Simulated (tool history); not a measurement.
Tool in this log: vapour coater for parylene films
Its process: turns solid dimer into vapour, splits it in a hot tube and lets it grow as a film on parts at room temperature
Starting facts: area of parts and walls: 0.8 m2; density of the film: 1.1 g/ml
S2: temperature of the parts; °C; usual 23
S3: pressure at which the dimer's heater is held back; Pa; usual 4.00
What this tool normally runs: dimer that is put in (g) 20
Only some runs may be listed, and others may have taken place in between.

run 1 day=0.000 | dimer_that_is_put_in_(g)=20 S2=23 S3=4.00 | thickness_of_the_film_(nm)=15940
-- day=0.283 trap's valve overhauled
run 2 day=1.154 | dimer_that_is_put_in_(g)=20 S2=23 S3=4.00 | thickness_of_the_film_(nm)=15410
run 3 day=2.308 | dimer_that_is_put_in_(g)=20 S2=23 S3=5.09 | thickness_of_the_film_(nm)=14840
run 4 day=3.946 | dimer_that_is_put_in_(g)=20 S2=18 S3=4.00 | thickness_of_the_film_(nm)=17930
run 5 day=4.967 | dimer_that_is_put_in_(g)=8 S2=18 S3=4.00 | thickness_of_the_film_(nm)=7040
-- day=5.458 trap's valve overhauled, once more
run 6 day=6.658 | dimer_that_is_put_in_(g)=8 S2=18 S3=4.00 | thickness_of_the_film_(nm)=8060
run 7 day=7.638 | dimer_that_is_put_in_(g)=20 S2=23 S3=4.00 | thickness_of_the_film_(nm)=16670
run 8 day=9.308 | dimer_that_is_put_in_(g)=18 S2=23 S3=4.00 | thickness_of_the_film_(nm)=14900
run 9 day=10.133 | dimer_that_is_put_in_(g)=18 S2=23 S3=4.00 | thickness_of_the_film_(nm)=14740
run 10 day=11.512 | dimer_that_is_put_in_(g)=18 S2=23 S3=4.00 | thickness_of_the_film_(nm)=14650
run 11 day=13.046 | dimer_that_is_put_in_(g)=18 S2=23 S3=4.00 | thickness_of_the_film_(nm)=14390
run 12 day=14.433 | dimer_that_is_put_in_(g)=20 S2=23 S3=8.15 | thickness_of_the_film_(nm)=14500
run 13 day=15.900 | dimer_that_is_put_in_(g)=20 S2=23 S3=4.00 | thickness_of_the_film_(nm)=15670
-- day=17.654 trap's valve overhauled
run 14 day=17.825 | dimer_that_is_put_in_(g)=20 S2=23 S3=4.00 | thickness_of_the_film_(nm)=17070
-- day=18.546 table's thermometer calibrated
run 15 day=19.392 | dimer_that_is_put_in_(g)=15 S2=23 S3=4.00 | thickness_of_the_film_(nm)=13160
run 16 day=20.796 | dimer_that_is_put_in_(g)=15 S2=23 S3=4.00 | thickness_of_the_film_(nm)=13080
run 17 day=22.429 | dimer_that_is_put_in_(g)=21 S2=23 S3=4.00 | thickness_of_the_film_(nm)=17960
run 18 day=23.875 | dimer_that_is_put_in_(g)=25 S2=23 S3=4.00 | thickness_of_the_film_(nm)=21300
run 19 day=24.954 | dimer_that_is_put_in_(g)=25 S2=23 S3=4.00 | thickness_of_the_film_(nm)=20760
run 20 day=26.746 | dimer_that_is_put_in_(g)=25 S2=23 S3=4.00 | thickness_of_the_film_(nm)=20420
run 21 day=27.925 | dimer_that_is_put_in_(g)=27 S2=23 S3=4.00 | thickness_of_the_film_(nm)=21660
run 22 day=28.812 | dimer_that_is_put_in_(g)=27 S2=23 S3=4.00 | thickness_of_the_film_(nm)=21400
-- day=29.821 trap's valve overhauled
run 23 day=30.642 | dimer_that_is_put_in_(g)=27 S2=17 S3=9.87 | thickness_of_the_film_(nm)=25810
run 24 day=31.912 | dimer_that_is_put_in_(g)=8 S2=23 S3=4.73 | thickness_of_the_film_(nm)=6720
run 25 day=32.762 | dimer_that_is_put_in_(g)=20 S2=32 S3=8.16 | thickness_of_the_film_(nm)=11620
run 26 day=33.604 | dimer_that_is_put_in_(g)=20 S2=32 S3=8.16 | thickness_of_the_film_(nm)=11470
run 27 day=34.425 | dimer_that_is_put_in_(g)=20 S2=32 S3=8.16 | thickness_of_the_film_(nm)=11460
run 28 day=35.575 | dimer_that_is_put_in_(g)=20 S2=15 S3=3.93 | thickness_of_the_film_(nm)=21070
run 29 day=36.650 | dimer_that_is_put_in_(g)=20 S2=15 S3=3.93 | thickness_of_the_film_(nm)=21110
run 30 day=38.188 | dimer_that_is_put_in_(g)=20 S2=22 S3=6.19 | thickness_of_the_film_(nm)=15970
run 31 day=39.162 | dimer_that_is_put_in_(g)=28 S2=26 S3=4.00 | thickness_of_the_film_(nm)=20410
run 32 day=40.958 | dimer_that_is_put_in_(g)=20 S2=23 S3=7.11 | thickness_of_the_film_(nm)=14990
-- day=41.904 trap's valve overhauled
run 33 day=42.917 | dimer_that_is_put_in_(g)=20 S2=23 S3=7.11 | thickness_of_the_film_(nm)=16250
run 34 day=44.175 | dimer_that_is_put_in_(g)=20 S2=29 S3=4.46 | thickness_of_the_film_(nm)=13790
run 35 day=45.288 | dimer_that_is_put_in_(g)=22 S2=28 S3=4.00 | thickness_of_the_film_(nm)=15830
run 36 day=46.967 | dimer_that_is_put_in_(g)=20 S2=24 S3=2.96 | thickness_of_the_film_(nm)=16790
run 37 day=47.912 | dimer_that_is_put_in_(g)=28 S2=27 S3=3.03 | thickness_of_the_film_(nm)=21180
run 38 day=49.529 | dimer_that_is_put_in_(g)=28 S2=26 S3=4.86 | thickness_of_the_film_(nm)=20090
run 39 day=50.833 | dimer_that_is_put_in_(g)=29 S2=20 S3=11.72 | thickness_of_the_film_(nm)=22380
run 40 day=52.079 | dimer_that_is_put_in_(g)=9 S2=15 S3=7.84 | thickness_of_the_film_(nm)=8600

What will run 41 give?
-- day=54.004 trap's valve overhauled
run 41 day=54.046 | dimer_that_is_put_in_(g)=21 S2=20 S3=4.09 | thickness_of_the_film_(nm)=?

thickness of the film (nm): 20150
If the tool had no hidden condition, the same run with the same run-to-run variation would have returned thickness of the film (nm) 20900.

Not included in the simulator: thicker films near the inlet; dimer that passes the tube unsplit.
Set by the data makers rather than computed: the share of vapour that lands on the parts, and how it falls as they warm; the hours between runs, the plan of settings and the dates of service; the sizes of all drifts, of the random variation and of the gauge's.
